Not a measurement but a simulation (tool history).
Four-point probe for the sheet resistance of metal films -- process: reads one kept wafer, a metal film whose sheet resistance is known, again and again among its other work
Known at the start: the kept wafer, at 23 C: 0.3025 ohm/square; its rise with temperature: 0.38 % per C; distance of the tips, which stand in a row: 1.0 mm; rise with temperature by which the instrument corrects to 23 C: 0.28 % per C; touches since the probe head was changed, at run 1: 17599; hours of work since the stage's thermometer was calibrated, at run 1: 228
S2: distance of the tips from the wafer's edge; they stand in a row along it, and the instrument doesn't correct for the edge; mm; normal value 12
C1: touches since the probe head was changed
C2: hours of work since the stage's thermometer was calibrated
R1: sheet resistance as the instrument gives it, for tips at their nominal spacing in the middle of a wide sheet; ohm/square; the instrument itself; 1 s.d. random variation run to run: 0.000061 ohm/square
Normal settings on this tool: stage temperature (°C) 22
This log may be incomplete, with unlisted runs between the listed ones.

run 1 hour=0 | stage_temperature_(°C)=22 S2=12 | C1=17599 C2=228 | R1=0.302925
run 2 hour=39.2 | stage_temperature_(°C)=22 S2=12 | C1=19215 C2=249 | R1=0.302909
run 3 hour=85.8 | stage_temperature_(°C)=22 S2=12 | C1=21133 C2=274 | R1=0.302906
run 4 hour=109.1 | stage_temperature_(°C)=22 S2=12 | C1=22091 C2=286 | R1=0.302829
run 5 hour=145.3 | stage_temperature_(°C)=22 S2=12 | C1=23584 C2=306 | R1=0.302903
run 6 hour=171.6 | stage_temperature_(°C)=24 S2=12 | C1=24664 C2=320 | R1=0.303512
run 7 hour=201.3 | stage_temperature_(°C)=24 S2=12 | C1=25888 C2=335 | R1=0.303384
run 8 hour=245.1 | stage_temperature_(°C)=22 S2=12 | C1=27693 C2=359 | R1=0.302805
run 9 hour=272.7 | stage_temperature_(°C)=22 S2=12 | C1=28830 C2=374 | R1=0.302691
run 10 hour=313.2 | stage_temperature_(°C)=22 S2=6 | C1=30497 C2=395 | R1=0.306052
run 11 hour=345.2 | stage_temperature_(°C)=22 S2=12 | C1=31816 C2=412 | R1=0.302765
run 12 hour=375.4 | stage_temperature_(°C)=22 S2=3 | C1=33059 C2=428 | R1=0.318541
run 13 hour=403.5 | stage_temperature_(°C)=22 S2=3 | C1=34215 C2=443 | R1=0.318502
run 14 hour=450.6 | stage_temperature_(°C)=22 S2=65 | C1=36154 C2=468 | R1=0.301648
run 15 hour=473.5 | stage_temperature_(°C)=28 S2=12 | C1=37098 C2=481 | R1=0.304468
run 16 hour=507.3 | stage_temperature_(°C)=22 S2=12 | C1=38490 C2=499 | R1=0.302661
run 17 hour=543.4 | stage_temperature_(°C)=24 S2=12 | C1=39977 C2=518 | R1=0.303269
run 18 hour=584.6 | stage_temperature_(°C)=24 S2=12 | C1=41672 C2=540 | R1=0.303208
run 19 hour=628.1 | stage_temperature_(°C)=22 S2=12 | C1=43464 C2=563 | R1=0.302632
run 20 hour=676.3 | stage_temperature_(°C)=22 S2=12 | C1=45450 C2=589 | R1=0.302511
run 21 hour=720.2 | stage_temperature_(°C)=22 S2=12 | C1=47255 C2=612 | R1=0.302527
run 22 hour=765 | stage_temperature_(°C)=22 S2=12 | C1=49100 C2=636 | R1=0.302434
run 23 hour=794 | stage_temperature_(°C)=22 S2=31 | C1=50294 C2=652 | R1=0.301438
run 24 hour=833 | stage_temperature_(°C)=30 S2=39 | C1=51903 C2=672 | R1=0.303812
run 25 hour=875.6 | stage_temperature_(°C)=32 S2=11 | C1=53655 C2=695 | R1=0.305639
run 26 hour=917.3 | stage_temperature_(°C)=35 S2=12 | C1=55373 C2=717 | R1=0.306204
run 27 hour=950.8 | stage_temperature_(°C)=21 S2=36 | C1=56752 C2=735 | R1=0.30106
run 28 hour=985.7 | stage_temperature_(°C)=20 S2=67 | C1=58191 C2=754 | R1=0.300769
run 29 hour=1010.2 | stage_temperature_(°C)=20 S2=10 | C1=59199 C2=767 | R1=0.302242
run 30 hour=1045 | stage_temperature_(°C)=23 S2=21 | C1=60632 C2=786 | R1=0.301921
run 31 hour=1090 | stage_temperature_(°C)=33 S2=6 | C1=62484 C2=810 | R1=0.30894
run 32 hour=1132.1 | stage_temperature_(°C)=33 S2=12 | C1=64218 C2=832 | R1=0.305469
run 33 hour=1177.7 | stage_temperature_(°C)=32 S2=37 | C1=66099 C2=856 | R1=0.304131
run 34 hour=1203.7 | stage_temperature_(°C)=32 S2=5 | C1=67169 C2=870 | R1=0.310441
run 35 hour=1248.7 | stage_temperature_(°C)=22 S2=11 | C1=69021 C2=894 | R1=0.302302
run 36 hour=1285.8 | stage_temperature_(°C)=22 S2=11 | C1=70547 C2=914 | R1=0.302523
run 37 hour=1317.6 | stage_temperature_(°C)=23 S2=47 | C1=71858 C2=931 | R1=0.30148
run 38 hour=1354.9 | stage_temperature_(°C)=21 S2=7 | C1=73396 C2=951 | R1=0.304029
run 39 hour=1378.4 | stage_temperature_(°C)=21 S2=23 | C1=74363 C2=963 | R1=0.301138
run 40 hour=1406.8 | stage_temperature_(°C)=31 S2=12 | C1=75534 C2=979 | R1=0.304917
run 41 hour=1448.9 | stage_temperature_(°C)=23 S2=52 | C1=77264 C2=1001 | R1=0.301355
run 42 hour=1483.9 | stage_temperature_(°C)=31 S2=26 | C1=78707 C2=1020 | R1=0.303846
run 43 hour=1532.4 | stage_temperature_(°C)=18 S2=8 | C1=80703 C2=1046 | R1=0.302278
run 44 hour=1580 | stage_temperature_(°C)=21 S2=6 | C1=82663 C2=1071 | R1=0.305063

Same runs, no hidden state in the tool, same run-to-run variation:
Unlogged tool condition in this case: inner tips' distance over the nominal, %; tips' flats over new ones', %; wafer's true temperature over the reading, C; drift of the gauge itself on sheet_ohm, %.
run=1 R1=0.30331
run=2 R1=0.303315
run=3 R1=0.303338
run=4 R1=0.303274
run=5 R1=0.303368
run=6 R1=0.303993
run=7 R1=0.30388
run=8 R1=0.303327
run=9 R1=0.303228
run=10 R1=0.306619
run=11 R1=0.303344
run=12 R1=0.319167
run=13 R1=0.319146
run=14 R1=0.302289
run=15 R1=0.305126
run=16 R1=0.303335
run=17 R1=0.303964
run=18 R1=0.303926
run=19 R1=0.303376
run=20 R1=0.303281
run=21 R1=0.303323
run=22 R1=0.303256
run=23 R1=0.302273
run=24 R1=0.304672
run=25 R1=0.306529
run=26 R1=0.307118
run=27 R1=0.301982
run=28 R1=0.301711
run=29 R1=0.303202
run=30 R1=0.302897
run=31 R1=0.309962
run=32 R1=0.306503
run=33 R1=0.305186
run=34 R1=0.311532
run=35 R1=0.303395
run=36 R1=0.303638
run=37 R1=0.302609
run=38 R1=0.30519
run=39 R1=0.302302
run=40 R1=0.306104
run=41 R1=0.302558
run=42 R1=0.305073
run=43 R1=0.303532
run=44 R1=0.306353
